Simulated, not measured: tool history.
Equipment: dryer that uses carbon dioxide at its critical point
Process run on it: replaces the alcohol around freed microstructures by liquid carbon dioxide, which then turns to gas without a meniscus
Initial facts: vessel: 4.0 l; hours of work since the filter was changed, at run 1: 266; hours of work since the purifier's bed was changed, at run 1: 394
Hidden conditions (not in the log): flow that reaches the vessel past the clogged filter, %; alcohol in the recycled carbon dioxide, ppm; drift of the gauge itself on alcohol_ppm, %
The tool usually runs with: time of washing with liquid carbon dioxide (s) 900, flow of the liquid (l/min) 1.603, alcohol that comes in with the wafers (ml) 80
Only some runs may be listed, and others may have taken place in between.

run    hour  time of washing with liquid carbon dioxide (s)  flow of the liquid (l/min)  alcohol that comes in with the wafers (ml)  hours of work since the filter was changed  hours of work since the purifier's bed was changed  alcohol left in the vessel before it's heated (ppm by volume)
  1       0                                             900                       1.603                                          80                                         266                                                 394                                                            166
  2    14.3                                             900                       1.603                                          80                                         274                                                 402                                                            156
  3    41.5                                             900                       1.603                                          80                                         289                                                 416                                                            165
  4      71                                             900                       1.603                                          80                                         305                                                 433                                                            166
  5   103.7                                             900                       1.603                                          80                                         323                                                 451                                                            171
  6     119                                             900                       1.603                                          80                                         332                                                 459                                                            171
  7   132.6                                             900                       1.603                                          80                                         339                                                 466                                                            185
      145.5  -- inlet filter changed
  8   153.7                                             540                       1.603                                          80                                           5                                                 477                                                            823
  9   176.2                                             540                       1.603                                          67                                          17                                                 490                                                            734
 10   191.2                                             900                       1.603                                          80                                          25                                                 498                                                            119
 11     220                                             900                        2.36                                          80                                          41                                                 514                                                             33
 12     246                                             900                       1.603                                          80                                          55                                                 528                                                            137
 13   272.9                                             900                       1.603                                          80                                          70                                                 543                                                            134
 14   287.3                                             900                       1.603                                          80                                          78                                                 550                                                            138
 15   309.7                                             900                       1.603                                          80                                          90                                                 563                                                            138
 16   335.1                                             900                        0.98                                          80                                         104                                                 577                                                            985
 17   365.2                                             900                        0.98                                          80                                         120                                                 593                                                           1014
 18     380                                             900                        0.98                                          80                                         128                                                 601                                                           1013
 19   409.7                                             900                       1.603                                          80                                         145                                                 617                                                            142
 20   440.4                                             900                       1.603                                          80                                         161                                                 634                                                            158
 21   469.5                                             900                       1.603                                          80                                         177                                                 650                                                            154
 22   494.6                                             900                       1.603                                          80                                         191                                                 664                                                            157
 23   508.5                                             900                       1.603                                          80                                         199                                                 672                                                            159
 24     537                                             900                       1.603                                          80                                         214                                                 687                                                            171
 25   560.2                                            1200                        1.07                                         111                                         227                                                 700                                                            420
 26   576.2                                            1080                        1.43                                          29                                         236                                                 709                                                             68
 27   598.5                                             840                         2.4                                          56                                         248                                                 721                                                             55
 28   625.4                                             840                         2.4                                          56                                         263                                                 736                                                             39
 29   638.9                                            1260                           1                                          56                                         270                                                 743                                                            255
 30   662.2                                            1260                        1.57                                          24                                         283                                                 756                                                             44
 31   678.3                                            1080                        1.06                                          51                                         292                                                 765                                                            325
 32   708.2                                             900                        2.64                                          90                                         308                                                 781                                                             43
 33   735.5                                             900                        2.64                                          90                                         323                                                 796                                                             37
 34   767.7                                             900                        2.64                                          90                                         341                                                 813                                                             45
      778.1  -- inlet filter changed
 35   794.7                                             900                        1.09                                          20                                           9                                                 828                                                            194
 36   818.2                                             900                        1.09                                          20                                          22                                                 841                                                            198
 37   843.9                                             900                        1.09                                          20                                          36                                                 855                                                            201
 38   869.7                                             660                        1.73                                          21                                          50                                                 869                                                            124
 39   902.5                                             660                        1.73                                          21                                          68                                                 887                                                            115
 40   923.1                                             660                        1.09                                          90                                          79                                                 898                                                           1876
 41   941.3                                            1440                        2.55                                          52                                          89                                                 908                                                             46
 42   969.1                                             660                         1.8                                         114                                         105                                                 923                                                            419
 43   991.3                                             660                         1.8                                         114                                         117                                                 935                                                            447
 44  1007.7                                             900                        1.78                                          80                                         126                                                 944                                                            102
 45  1034.1                                             900                        2.39                                          29                                         140                                                 959                                                             42
 46  1060.6                                             900                         2.6                                          80                                         155                                                 973                                                             49
 47  1086.8                                            1080                        1.06                                          48                                         169                                                 988                                                            298

What if the next run were any one of these 4? Each begins from the tool's condition after run 47:
  A  1108                                            1080                        1.06                                         115                                         181                                                 999                                                              ?
  B  1108                                             840                       1.603                                          86                                         181                                                 999                                                              ?
  C  1108                                             840                        1.64                                          45                                         181                                                 999                                                              ?
  D  1108                                             900                        1.85                                         113                                         181                                                 999                                                              ?

run  alcohol left in the vessel before it's heated (ppm by volume)
  A                                                            652
  B                                                            231
  C                                                            132
  D                                                            120
The same runs, with their run-to-run variation unchanged, on a tool lacking any hidden condition would have given:
run  alcohol left in the vessel before it's heated (ppm by volume)
  A                                                            489
  B                                                            142
  C                                                             69
  D                                                             58

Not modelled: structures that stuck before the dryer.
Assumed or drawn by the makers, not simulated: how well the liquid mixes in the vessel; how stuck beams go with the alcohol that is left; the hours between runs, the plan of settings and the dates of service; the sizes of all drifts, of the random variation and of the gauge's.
